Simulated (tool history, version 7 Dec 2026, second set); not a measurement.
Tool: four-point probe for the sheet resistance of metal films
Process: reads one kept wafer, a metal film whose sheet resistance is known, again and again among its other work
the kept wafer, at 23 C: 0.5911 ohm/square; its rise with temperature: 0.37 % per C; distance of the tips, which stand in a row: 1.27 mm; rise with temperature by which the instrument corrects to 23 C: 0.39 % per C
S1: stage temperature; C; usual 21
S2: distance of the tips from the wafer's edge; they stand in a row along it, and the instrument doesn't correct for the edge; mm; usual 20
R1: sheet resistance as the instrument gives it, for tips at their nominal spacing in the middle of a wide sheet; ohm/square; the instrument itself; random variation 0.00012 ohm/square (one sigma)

| run | day | S1 | S2 | R1 |
|---|---|---|---|---|
| 1 | 0.000 | 21 | 20 | 0.595338 |
| 2 | 1.267 | 21 | 20 | 0.595273 |
| 3 | 1.938 | 21 | 20 | 0.595511 |
| 4 | 3.283 | 21 | 20 | 0.595379 |
| 5 | 4.583 | 21 | 20 | 0.595539 |
| 6 | 5.683 | 29 | 20 | 0.594438 |
| 7 | 6.321 | 29 | 20 | 0.594382 |
| 8 | 7.600 | 34 | 20 | 0.594163 |
| 9 | 8.533 | 34 | 20 | 0.594159 |
|  | 8.679 | stage's thermometer calibrated |
| 10 | 9.492 | 21 | 48 | 0.594754 |
| 11 | 10.771 | 30 | 20 | 0.594787 |
|  | 10.983 | stage's thermometer calibrated, once more |
| 12 | 11.488 | 34 | 4 | 0.622009 |
| 13 | 12.492 | 34 | 4 | 0.622380 |
| 14 | 13.829 | 29 | 6 | 0.606429 |
| 15 | 14.600 | 21 | 12 | 0.597112 |
| 16 | 15.392 | 26 | 17 | 0.594595 |
| 17 | 16.279 | 22 | 38 | 0.593659 |
| 18 | 17.058 | 27 | 39 | 0.592898 |
| 19 | 18.038 | 21 | 11 | 0.597865 |

5 ways to go on from here, each from the tool as it stands after run 19. What would each give?
| A | 18.712 | 21 | 32 | ? |
| B | 18.712 | 35 | 4 | ? |
| C | 18.712 | 20 | 12 | ? |
| D | 18.712 | 23 | 21 | ? |
| E | 18.712 | 33 | 27 | ? |

| run | R1 |
|---|---|
| A | 0.593900 |
| B | 0.622379 |
| C | 0.597253 |
| D | 0.594490 |
| E | 0.592968 |
Without the tool's hidden state the same runs would have given:
| run | R1 |
|---|---|
| A | 0.591702 |
| B | 0.620093 |
| C | 0.595043 |
| D | 0.592292 |
| E | 0.590780 |
